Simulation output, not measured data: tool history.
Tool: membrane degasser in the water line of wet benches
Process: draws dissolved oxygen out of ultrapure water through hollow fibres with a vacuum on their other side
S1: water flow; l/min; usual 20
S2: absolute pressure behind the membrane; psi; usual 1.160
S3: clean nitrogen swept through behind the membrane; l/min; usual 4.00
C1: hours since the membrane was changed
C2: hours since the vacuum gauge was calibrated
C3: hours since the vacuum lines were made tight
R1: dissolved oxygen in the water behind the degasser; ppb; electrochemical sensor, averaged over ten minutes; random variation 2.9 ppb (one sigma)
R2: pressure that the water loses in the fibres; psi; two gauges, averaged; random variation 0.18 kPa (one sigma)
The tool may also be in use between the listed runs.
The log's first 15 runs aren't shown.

run    hour  S1     S2    S3    C1    C2    C3     R1     R2
 16   685.0  20  1.160  4.00  2451  3223  3463  287.7  4.577
 17   744.6  20  1.160  4.00  2511  3282  3523  287.8  4.528
 18   789.7  20  1.160  4.00  2556  3327  3568  282.0  4.559
 19   827.4  17  1.166  2.25  2594  3365  3605  258.4  3.894
 20   868.0  17  1.166  2.25  2634  3406  3646  259.0  3.891
 21   920.3  17  1.166  2.25  2687  3458  3698  258.3  3.894
 22   962.4  13  1.160  4.19  2729  3500  3740  147.9  2.967
 23  1023.1  18  1.160  5.16  2789  3561  3801  233.5  4.109
 24  1055.9  25  2.896  1.67  2822  3594  3834  826.5  5.697
 25  1088.9  29  2.896  1.67  2855  3627  3867  953.6  6.656
 26  1149.9  22  1.020  4.00  2916  3688  3928  313.5  5.013
 27  1185.5  22  1.020  4.00  2952  3723  3964  310.6  5.023
 28  1223.2  13  1.160  4.00  2990  3761  4001  151.1  3.015
 29  1264.2  13  1.160  6.94  3031  3802  4042  135.1  2.973
     1288.7  -- seals of the vacuum lines changed
 30  1320.0  29  2.129  2.50  3084  3856    31  668.8  6.657
 31  1370.8  13  2.667  4.00  3135  3907    82  231.9  2.969

3 ways to go on from here, each from the tool as it stands after run 31. What would each give?
  A  1422.7  13  2.183  11.42  3187  3958  134   ?   ?
  B  1422.7  20  1.160   2.84  3187  3958  134   ?   ?
  C  1422.7  18  1.588   4.85  3187  3958  134   ?   ?

run     R1     R2
  A  148.3  2.972
  B  310.9  4.527
  C  263.6  4.132
Without the tool's hidden state the same runs would have given:
run     R1     R2
  A  148.0  2.972
  B  310.5  4.525
  C  263.2  4.131
